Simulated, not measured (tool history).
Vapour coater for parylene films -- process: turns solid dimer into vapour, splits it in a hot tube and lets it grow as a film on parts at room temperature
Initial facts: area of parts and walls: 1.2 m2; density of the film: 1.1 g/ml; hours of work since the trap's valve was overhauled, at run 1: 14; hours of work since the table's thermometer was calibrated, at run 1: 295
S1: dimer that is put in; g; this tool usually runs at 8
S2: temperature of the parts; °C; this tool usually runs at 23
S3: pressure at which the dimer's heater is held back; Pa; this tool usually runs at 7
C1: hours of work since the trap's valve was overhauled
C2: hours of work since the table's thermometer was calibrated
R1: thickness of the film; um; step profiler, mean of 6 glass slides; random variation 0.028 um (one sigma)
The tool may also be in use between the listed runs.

run 1 day=0 | S1=8 S2=23 S3=7 | C1=14 C2=295 | R1=3.84
run 2 day=1.633 | S1=8 S2=23 S3=7 | C1=43 C2=324 | R1=3.81
run 3 day=2.854 | S1=8 S2=23 S3=7 | C1=64 C2=346 | R1=3.81
run 4 day=3.667 | S1=8 S2=23 S3=7 | C1=79 C2=360 | R1=3.82
run 5 day=5.333 | S1=8 S2=23 S3=7 | C1=108 C2=389 | R1=3.79
run 6 day=6.546 | S1=8 S2=23 S3=7.89 | C1=129 C2=411 | R1=3.67
run 7 day=8.092 | S1=8 S2=19 S3=7.89 | C1=157 C2=438 | R1=4.14
run 8 day=9.158 | S1=11 S2=23 S3=7 | C1=175 C2=457 | R1=5.21
run 9 day=10.354 | S1=5 S2=23 S3=7 | C1=196 C2=478 | R1=2.33
run 10 day=11.542 | S1=5 S2=23 S3=7 | C1=217 C2=499 | R1=2.36
run 11 day=12.471 | S1=5 S2=23 S3=7 | C1=234 C2=515 | R1=2.34
run 12 day=13.471 | S1=8 S2=23 S3=7 | C1=251 C2=532 | R1=3.72
run 13 day=14.45 | S1=8 S2=23 S3=7 | C1=269 C2=550 | R1=3.76
run 14 day=15.858 | S1=8 S2=23 S3=7.89 | C1=293 C2=575 | R1=3.6
run 15 day=17.383 | S1=11 S2=23 S3=7 | C1=320 C2=601 | R1=5.09
run 16 day=18.608 | S1=11 S2=23 S3=7 | C1=342 C2=623 | R1=5.07
run 17 day=19.633 | S1=8 S2=23 S3=7 | C1=360 C2=641 | R1=3.67
run 18 day=21.275 | S1=8 S2=23 S3=7 | C1=389 C2=670 | R1=3.69
run 19 day=22.871 | S1=8 S2=27 S3=7 | C1=417 C2=698 | R1=3.24
-- day=23.912 trap's valve overhauled
run 20 day=24.046 | S1=8 S2=23 S3=8.75 | C1=2 C2=716 | R1=3.68
run 21 day=25.358 | S1=8 S2=23 S3=8.75 | C1=25 C2=739 | R1=3.63
run 22 day=26.096 | S1=10 S2=16 S3=7 | C1=38 C2=752 | R1=5.98
run 23 day=26.908 | S1=10 S2=16 S3=7 | C1=53 C2=766 | R1=5.95
run 24 day=28.246 | S1=10 S2=16 S3=7 | C1=76 C2=790 | R1=5.99
run 25 day=29.75 | S1=4 S2=23 S3=8.52 | C1=103 C2=816 | R1=1.8
run 26 day=31.379 | S1=4 S2=23 S3=8.52 | C1=132 C2=845 | R1=1.82
run 27 day=32.321 | S1=8 S2=22 S3=6.56 | C1=148 C2=861 | R1=3.9
run 28 day=33.533 | S1=8 S2=22 S3=6.56 | C1=169 C2=883 | R1=3.91
run 29 day=34.692 | S1=8 S2=22 S3=6.56 | C1=190 C2=903 | R1=3.86
run 30 day=36.346 | S1=4 S2=31 S3=2.44 | C1=219 C2=932 | R1=1.79
run 31 day=37.129 | S1=4 S2=28 S3=2.2 | C1=233 C2=946 | R1=2.02
run 32 day=38.821 | S1=4 S2=28 S3=2.2 | C1=263 C2=976 | R1=2.02
run 33 day=40.5 | S1=4 S2=28 S3=2.2 | C1=292 C2=1006 | R1=1.98
run 34 day=41.646 | S1=4 S2=28 S3=4.43 | C1=312 C2=1026 | R1=1.71
run 35 day=42.883 | S1=4 S2=28 S3=4.43 | C1=334 C2=1048 | R1=1.71
run 36 day=44.062 | S1=4 S2=28 S3=4.43 | C1=355 C2=1068 | R1=1.71
run 37 day=45.033 | S1=4 S2=28 S3=4.43 | C1=372 C2=1085 | R1=1.72
run 38 day=46.604 | S1=4 S2=23 S3=4.02 | C1=400 C2=1113 | R1=2.07
run 39 day=47.492 | S1=8 S2=16 S3=9.14 | C1=415 C2=1129 | R1=4.31
-- day=48.675 trap's valve overhauled
run 40 day=48.954 | S1=12 S2=21 S3=7 | C1=5 C2=1151 | R1=6.11
run 41 day=50.583 | S1=11 S2=35 S3=7 | C1=34 C2=1180 | R1=3.49

Some steps in R1 between neighbouring runs. How much of each would the tool show without its hidden state too (settings, what came in, random variation), and how much is left for the hidden state, with any gauge scatter that isn't in both results?
The tool's hidden condition here consists of: vapour lost through the trap's worn valve, %; true temperature of the parts over the reading, C; drift of the gauge itself on film_um, %.
Run 8 -> 9: S1 11 -> 5. R1 -2.88 um: hidden state +0.09, all else -2.97.
Run 19 -> 20: S2 27 -> 23, S3 7 -> 8.75, trap's valve overhauled. R1 +0.44 um: hidden state +0.14, all else +0.3.
Run 24 -> 25: S1 10 -> 4, S2 16 -> 23, S3 7 -> 8.52. R1 -4.19 um: hidden state +0.12, all else -4.31.
Run 38 -> 39: S1 4 -> 8, S2 23 -> 16, S3 4.02 -> 9.14. R1 +2.24 um: hidden state -0.19, all else +2.43.
Run 39 -> 40: S1 8 -> 12, S2 16 -> 21, S3 9.14 -> 7, trap's valve overhauled. R1 +1.8 um: hidden state +0.19, all else +1.61.
Run 40 -> 41: S1 12 -> 11, S2 21 -> 35. R1 -2.62 um: hidden state +0.06, all else -2.68.
